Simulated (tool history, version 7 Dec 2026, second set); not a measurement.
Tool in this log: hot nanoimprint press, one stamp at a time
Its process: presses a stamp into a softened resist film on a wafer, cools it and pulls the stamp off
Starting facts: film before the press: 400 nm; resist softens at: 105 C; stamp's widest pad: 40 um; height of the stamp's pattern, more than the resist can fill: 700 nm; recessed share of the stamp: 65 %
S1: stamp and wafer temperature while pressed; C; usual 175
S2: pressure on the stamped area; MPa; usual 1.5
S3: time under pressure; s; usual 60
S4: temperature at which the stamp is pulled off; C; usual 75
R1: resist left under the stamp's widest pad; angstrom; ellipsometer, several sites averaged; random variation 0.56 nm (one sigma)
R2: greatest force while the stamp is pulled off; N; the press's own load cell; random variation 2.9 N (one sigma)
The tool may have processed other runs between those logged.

run	day	S1	S2	S3	S4	R1	R2
1	0	175	1.5	60	75	2301	149
2	0.242	175	1.5	60	69	2312	160
3	0.55	164	1.5	60	69	3297	153
4	0.8	175	1.5	60	75	2300	146
5	1.092	175	1.5	60	75	2307	149
6	1.508	175	1.5	60	75	2293	146
7	1.817	175	1.5	60	75	2297	146
8	2.162	175	1.5	60	75	2292	149
9	2.338	175	2.35	60	75	1869	150
# day 2.492: plate thermocouple calibrated
10	2.704	175	2.35	60	75	1863	146
11	3.042	175	2.35	60	75	1868	153
12	3.288	175	2.35	60	75	1865	153
# day 3.533: plate thermocouple calibrated, once more
13	3.8	175	1.4	60	75	2377	156
14	4.175	175	1.75	60	75	2159	153
15	4.379	175	1.75	60	75	2157	152
16	4.633	165	1.5	60	75	3216	155
17	4.908	175	1.5	60	75	2309	159
18	5.292	175	1.92	71	80	1956	149
19	5.488	168	1.5	60	79	2943	146
20	5.825	175	1.5	40	75	2591	159
21	6.25	175	1.84	40	66	2396	172
22	6.45	182	1.43	40	76	2051	160
23	6.696	175	2.17	76	75	1795	157
24	6.983	175	2.17	76	75	1792	157
25	7.338	168	0.94	76	76	3206	164

Run 26 has not been measured yet. What should we expect?
26	7.558	168	0.94	76	76	?	?

R1: 3186 angstrom
R2: 163 N
With no hidden state in the tool, this same run would have given R1 3176 angstrom, R2 137 N.
